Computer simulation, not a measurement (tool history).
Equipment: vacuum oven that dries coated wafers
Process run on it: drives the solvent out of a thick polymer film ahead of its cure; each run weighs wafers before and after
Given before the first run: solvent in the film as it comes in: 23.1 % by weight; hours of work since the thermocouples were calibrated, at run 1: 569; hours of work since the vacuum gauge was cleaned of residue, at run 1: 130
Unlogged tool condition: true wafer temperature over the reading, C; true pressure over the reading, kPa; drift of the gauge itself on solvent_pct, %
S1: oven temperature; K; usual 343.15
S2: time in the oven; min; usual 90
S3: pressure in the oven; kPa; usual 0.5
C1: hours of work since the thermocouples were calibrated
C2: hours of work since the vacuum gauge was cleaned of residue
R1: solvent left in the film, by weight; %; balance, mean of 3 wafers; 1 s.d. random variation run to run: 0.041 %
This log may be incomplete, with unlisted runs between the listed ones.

run 1 hour=0 | S1=343.15 S2=90 S3=0.5 | C1=569 C2=130 | R1=1.04
run 2 hour=15.4 | S1=343.15 S2=90 S3=0.5 | C1=579 C2=139 | R1=1.06
run 3 hour=28.3 | S1=343.15 S2=90 S3=0.5 | C1=587 C2=147 | R1=1.03
run 4 hour=47.7 | S1=343.15 S2=90 S3=1.509 | C1=598 C2=159 | R1=1.68
run 5 hour=72 | S1=343.15 S2=90 S3=1.574 | C1=613 C2=174 | R1=1.77
run 6 hour=92.5 | S1=343.15 S2=96 S3=0.5 | C1=626 C2=186 | R1=0.89
run 7 hour=105.7 | S1=335.15 S2=96 S3=0.5 | C1=634 C2=194 | R1=3
run 8 hour=132.8 | S1=343.15 S2=90 S3=0.5 | C1=650 C2=210 | R1=1.01
run 9 hour=143.9 | S1=343.15 S2=90 S3=0.5 | C1=657 C2=217 | R1=1.11
run 10 hour=167.6 | S1=343.15 S2=90 S3=0.5 | C1=671 C2=232 | R1=1.13
run 11 hour=194.2 | S1=343.15 S2=90 S3=0.5 | C1=687 C2=248 | R1=1.05
run 12 hour=209.8 | S1=343.15 S2=90 S3=0.5 | C1=697 C2=257 | R1=1.14
run 13 hour=230.3 | S1=343.15 S2=90 S3=0.5 | C1=709 C2=270 | R1=1.11
run 14 hour=251.3 | S1=343.15 S2=90 S3=0.5 | C1=722 C2=282 | R1=1.14
run 15 hour=274.9 | S1=343.15 S2=90 S3=0.5 | C1=736 C2=297 | R1=1.07
run 16 hour=295 | S1=343.15 S2=90 S3=0.5 | C1=748 C2=309 | R1=1.09
run 17 hour=306.7 | S1=343.15 S2=90 S3=0.5 | C1=756 C2=316 | R1=1.13
run 18 hour=330.4 | S1=343.15 S2=90 S3=0.5 | C1=770 C2=330 | R1=1.03
run 19 hour=356.6 | S1=343.15 S2=90 S3=0.5 | C1=786 C2=346 | R1=1.05
run 20 hour=382.5 | S1=342.15 S2=90 S3=0.5 | C1=802 C2=362 | R1=1.3
run 21 hour=403.5 | S1=342.15 S2=90 S3=0.5 | C1=814 C2=375 | R1=1.27
run 22 hour=426.7 | S1=342.15 S2=90 S3=0.5 | C1=828 C2=389 | R1=1.34
run 23 hour=442.8 | S1=342.15 S2=90 S3=0.5 | C1=838 C2=399 | R1=1.37
run 24 hour=459.8 | S1=343.15 S2=90 S3=0.5 | C1=849 C2=409 | R1=1.12
run 25 hour=473.9 | S1=344.15 S2=90 S3=0.5 | C1=857 C2=417 | R1=0.99
run 26 hour=485.5 | S1=344.15 S2=90 S3=0.5 | C1=864 C2=425 | R1=0.92
-- hour=494.5 oven's thermocouples calibrated
run 27 hour=506.3 | S1=344.15 S2=90 S3=0.5 | C1=7 C2=436 | R1=0.97
run 28 hour=521.1 | S1=339.15 S2=55 S3=0.271 | C1=16 C2=445 | R1=4.33
run 29 hour=547.9 | S1=339.15 S2=55 S3=0.271 | C1=32 C2=461 | R1=4.34
run 30 hour=564.6 | S1=339.15 S2=69 S3=0.271 | C1=43 C2=471 | R1=3.11
run 31 hour=583.7 | S1=339.15 S2=69 S3=1.121 | C1=54 C2=483 | R1=3.61
run 32 hour=600.8 | S1=343.15 S2=90 S3=0.648 | C1=65 C2=493 | R1=1.14
run 33 hour=622.8 | S1=343.15 S2=90 S3=0.648 | C1=78 C2=507 | R1=1.18

Run 34 has not been measured yet. What should we expect?
run 34 hour=649.9 | S1=343.15 S2=90 S3=0.648 | C1=94 C2=523 | R1=?

For run 34 the tool returned R1 1.16 %.
Take away the tool's hidden state, keep the run-to-run variation as it was, and the same run would have given R1 1.16 %.
